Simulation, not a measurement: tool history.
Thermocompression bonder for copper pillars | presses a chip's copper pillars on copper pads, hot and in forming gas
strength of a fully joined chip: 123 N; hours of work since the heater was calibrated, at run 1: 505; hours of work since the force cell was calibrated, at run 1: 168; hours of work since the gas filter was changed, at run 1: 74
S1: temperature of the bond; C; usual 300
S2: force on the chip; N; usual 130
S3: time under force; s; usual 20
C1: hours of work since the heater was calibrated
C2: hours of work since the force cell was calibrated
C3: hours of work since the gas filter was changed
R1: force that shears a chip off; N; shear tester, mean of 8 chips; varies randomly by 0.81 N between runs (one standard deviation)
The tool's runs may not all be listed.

run,day,S1,S2,S3,C1,C2,C3,R1
1,0,300,130,20,505,168,74,80.1
2,0.562,276,130,20,512,176,82,64
3,1.454,276,130,20,524,187,93,62.7
4,2.362,300,130,20,536,199,105,80.4
5,3.279,300,130,20,548,211,117,81.2
6,3.821,271,130,20,555,218,124,59.7
7,4.654,300,125,20,566,229,135,75.4
8,5.162,300,125,20,572,236,142,76.7
9,5.888,300,94,20,582,245,151,58.9
10,6.417,300,94,20,589,252,158,59.4
11,7.104,300,130,20,598,261,167,79.6
12,7.662,300,130,20,605,268,174,80.6
13,8.567,297,130,20,617,280,186,76.9
14,9.183,300,102,20,625,288,194,64.3
15,10.025,300,102,20,636,299,205,65.7
16,10.583,300,102,20,643,306,212,65.5
17,11.254,300,102,20,652,315,221,64.5
18,12.121,300,130,13,663,326,232,69.7
19,12.738,300,130,13,671,334,240,70.7
20,13.225,300,130,13,677,340,247,70.8
21,13.638,330,111,52,683,346,252,107.3
22,14.321,330,111,52,692,355,261,107.9
23,14.983,303,98,22,700,363,269,66.1
24,15.854,285,82,42,712,375,281,59.1
25,16.521,285,125,43,720,383,289,84.8
26,16.942,285,125,43,726,389,295,84.4
27,17.412,300,130,31,732,395,301,89.6
28,18.279,300,130,31,743,406,312,89.6
29,19.212,300,89,16,755,418,324,53.4
30,20.133,302,89,28,767,430,336,65.6
31,21.012,302,89,28,779,442,348,66.3
# day 21.321: heater calibrated with a thermocouple chip
32,21.892,302,89,28,7,452,358,66.2
33,22.838,302,80,28,20,465,371,59.8
34,23.529,329,133,53,29,474,380,113.8
35,24.088,329,89,30,36,481,387,84.8
36,24.979,329,89,30,48,492,398,85
37,25.638,329,89,30,56,501,407,85.5
38,26.325,287,130,20,65,510,416,71
39,27.208,287,101,20,77,521,428,56.1

What if the next run were any one of these 4? Each begins from the tool's condition after run 39:
A,27.633,281,130,16,82,527,433,?
B,27.633,300,112,20,82,527,433,?
C,27.633,329,146,52,82,527,433,?
D,27.633,314,80,20,82,527,433,?

run,R1
A,61
B,69.1
C,115.8
D,59
Without the tool's unlogged condition, the same runs would have read:
run,R1
A,61.3
B,69.4
C,116.1
D,59.3
